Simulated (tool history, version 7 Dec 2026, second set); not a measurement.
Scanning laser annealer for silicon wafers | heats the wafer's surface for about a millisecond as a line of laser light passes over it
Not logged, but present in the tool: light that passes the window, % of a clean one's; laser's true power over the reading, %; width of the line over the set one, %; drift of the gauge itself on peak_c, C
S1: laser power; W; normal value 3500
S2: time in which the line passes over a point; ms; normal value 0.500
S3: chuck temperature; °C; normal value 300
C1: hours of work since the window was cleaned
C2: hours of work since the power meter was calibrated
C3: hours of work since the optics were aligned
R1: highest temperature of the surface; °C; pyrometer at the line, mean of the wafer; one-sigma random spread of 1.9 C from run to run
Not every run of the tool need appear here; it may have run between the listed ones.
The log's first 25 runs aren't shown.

| run | hour | S1 | S2 | S3 | C1 | C2 | C3 | R1 |
|---|---|---|---|---|---|---|---|---|
| 26 | 1048.7 | 3562 | 0.595 | 269 | 184 | 1442 | 566 | 1169 |
| 27 | 1103.9 | 3562 | 0.595 | 269 | 224 | 1482 | 605 | 1168 |
| 28 | 1127.7 | 3562 | 0.595 | 269 | 241 | 1499 | 623 | 1159 |
| 29 | 1161.0 | 3807 | 0.500 | 300 | 265 | 1523 | 647 | 1194 |
| 30 | 1214.7 | 3226 | 0.393 | 271 | 304 | 1562 | 686 | 916 |
| 31 | 1256.1 | 3500 | 0.558 | 300 | 334 | 1592 | 716 | 1145 |
| 32 | 1282.0 | 3500 | 0.503 | 294 | 353 | 1611 | 734 | 1092 |
| 33 | 1322.4 | 3088 | 0.500 | 330 | 382 | 1640 | 764 | 1015 |

Predict the results of run 34:
| 34 | 1346.5 | 3211 | 0.414 | 330 | 400 | 1658 | 781 | ? |

Logged for run 34: R1 982 °C.
On a tool with no hidden condition, and with the same random variation, this run would have come out at R1 991 °C.
